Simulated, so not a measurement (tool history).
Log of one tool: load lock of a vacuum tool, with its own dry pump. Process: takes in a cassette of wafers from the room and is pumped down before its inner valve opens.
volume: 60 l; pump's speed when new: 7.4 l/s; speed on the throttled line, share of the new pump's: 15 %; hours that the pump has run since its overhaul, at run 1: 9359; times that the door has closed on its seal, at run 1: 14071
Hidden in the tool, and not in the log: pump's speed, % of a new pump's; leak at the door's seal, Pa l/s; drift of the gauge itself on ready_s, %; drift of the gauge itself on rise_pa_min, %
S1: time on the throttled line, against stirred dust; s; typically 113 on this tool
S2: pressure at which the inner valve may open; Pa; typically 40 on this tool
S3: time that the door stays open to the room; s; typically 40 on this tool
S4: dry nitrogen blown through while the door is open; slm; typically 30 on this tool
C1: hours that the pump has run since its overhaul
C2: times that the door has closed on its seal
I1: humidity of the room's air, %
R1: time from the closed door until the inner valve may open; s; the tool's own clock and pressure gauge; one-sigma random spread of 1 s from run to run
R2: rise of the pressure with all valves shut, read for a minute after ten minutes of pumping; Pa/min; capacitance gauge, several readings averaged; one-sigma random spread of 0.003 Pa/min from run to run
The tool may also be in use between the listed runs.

Run 1, day 0.000: usual settings; C1 9359; C2 14071; I1 41.4. Result: R1 165.8 s, R2 0.090 Pa/min.
Run 2, day 2.858: usual settings; C1 9427; C2 14324; I1 45.0. Result: R1 164.0 s, R2 0.093 Pa/min.
Run 3, day 8.283: usual settings but S1 94 s; C1 9557; C2 14803; I1 43.3. Result: R1 150.7 s, R2 0.098 Pa/min.
Run 4, day 12.771: usual settings but S1 94 s, S2 50 Pa; C1 9665; C2 15200; I1 47.0. Result: R1 147.0 s, R2 0.100 Pa/min.
Run 5, day 17.288: usual settings but S3 34 s; C1 9774; C2 15600; I1 46.7. Result: R1 164.6 s, R2 0.108 Pa/min.
Run 6, day 21.662: usual settings but S1 76 s; C1 9878; C2 15986; I1 47.3. Result: R1 135.7 s, R2 0.110 Pa/min.
Run 7, day 26.638: usual settings but S1 77 s; C1 9998; C2 16426; I1 46.6. Result: R1 136.6 s, R2 0.120 Pa/min.
Run 8, day 30.862: usual settings but S1 77 s; C1 10099; C2 16800; I1 47.9. Result: R1 136.3 s, R2 0.112 Pa/min.
Run 9, day 36.167: usual settings but S1 106 s; C1 10227; C2 17269; I1 47.6. Result: R1 158.9 s, R2 0.128 Pa/min.
Run 10, day 41.458: usual settings but S1 106 s; C1 10354; C2 17737; I1 46.5. Result: R1 159.9 s, R2 0.126 Pa/min.
Run 11, day 44.629: usual settings but S1 106 s; C1 10430; C2 18017; I1 45.3. Result: R1 160.5 s, R2 0.131 Pa/min.
Run 12, day 48.329: usual settings but S1 106 s; C1 10518; C2 18344; I1 44.2. Result: R1 160.1 s, R2 0.131 Pa/min.
Run 13, day 53.079: usual settings but S1 106 s, S4 14 slm; C1 10632; C2 18764; I1 48.1. Result: R1 160.5 s, R2 0.145 Pa/min.
Run 14, day 58.271: usual settings but S1 106 s, S4 14 slm; C1 10757; C2 19223; I1 45.1. Result: R1 161.4 s, R2 0.150 Pa/min.
Run 15, day 61.229: usual settings but S1 106 s, S4 14 slm; C1 10828; C2 19485; I1 47.0. Result: R1 159.6 s, R2 0.153 Pa/min.
Run 16, day 64.200: usual settings but S1 106 s, S4 14 slm; C1 10899; C2 19748; I1 45.2. Result: R1 160.2 s, R2 0.150 Pa/min.
Run 17, day 69.467: usual settings but S1 106 s, S3 138 s, S4 33 slm; C1 11026; C2 20214; I1 47.5. Result: R1 160.4 s, R2 0.164 Pa/min.
Run 18, day 74.938: usual settings but S1 78 s, S2 60 Pa, S3 27 s, S4 25 slm; C1 11157; C2 20697; I1 45.0. Result: R1 135.3 s, R2 0.153 Pa/min.
Run 19, day 79.221: usual settings but S2 38 Pa, S3 165 s, S4 6 slm; C1 11260; C2 21076; I1 42.2. Result: R1 166.4 s, R2 0.212 Pa/min.
Run 20, day 82.992: usual settings but S1 66 s, S2 46 Pa; C1 11350; C2 21409; I1 42.6. Result: R1 127.7 s, R2 0.161 Pa/min.
Run 21, day 85.942: usual settings but S1 222 s, S3 51 s; C1 11421; C2 21670; I1 42.4. Result: R1 256.6 s, R2 0.170 Pa/min.
Run 22, day 89.238: usual settings but S1 222 s, S3 51 s; C1 11500; C2 21961; I1 47.6. Result: R1 256.1 s, R2 0.174 Pa/min.
Run 23, day 92.417: usual settings but S1 123 s, S2 43 Pa, S3 95 s, S4 8 slm; C1 11577; C2 22243; I1 43.0. Result: R1 175.4 s, R2 0.205 Pa/min.
Run 24, day 95.546: usual settings but S3 86 s; C1 11652; C2 22519; I1 44.3. Result: R1 167.4 s, R2 0.182 Pa/min.
Run 25, day 99.038: usual settings but S3 86 s; C1 11736; C2 22828; I1 42.7. Result: R1 166.0 s, R2 0.183 Pa/min.

Run 26 has not been measured yet. What should we expect?
Run 26, day 101.838: usual settings but S1 107 s, S3 31 s, S4 4 slm; C1 11803; C2 23076; I1 45.7. Result: R1 ?, R2 ?.

R1: 162.8 s
R2: 0.188 Pa/min
With the hidden condition absent and the run-to-run variation left alone, this run would have shown R1 155.1 s, R2 0.025 Pa/min.

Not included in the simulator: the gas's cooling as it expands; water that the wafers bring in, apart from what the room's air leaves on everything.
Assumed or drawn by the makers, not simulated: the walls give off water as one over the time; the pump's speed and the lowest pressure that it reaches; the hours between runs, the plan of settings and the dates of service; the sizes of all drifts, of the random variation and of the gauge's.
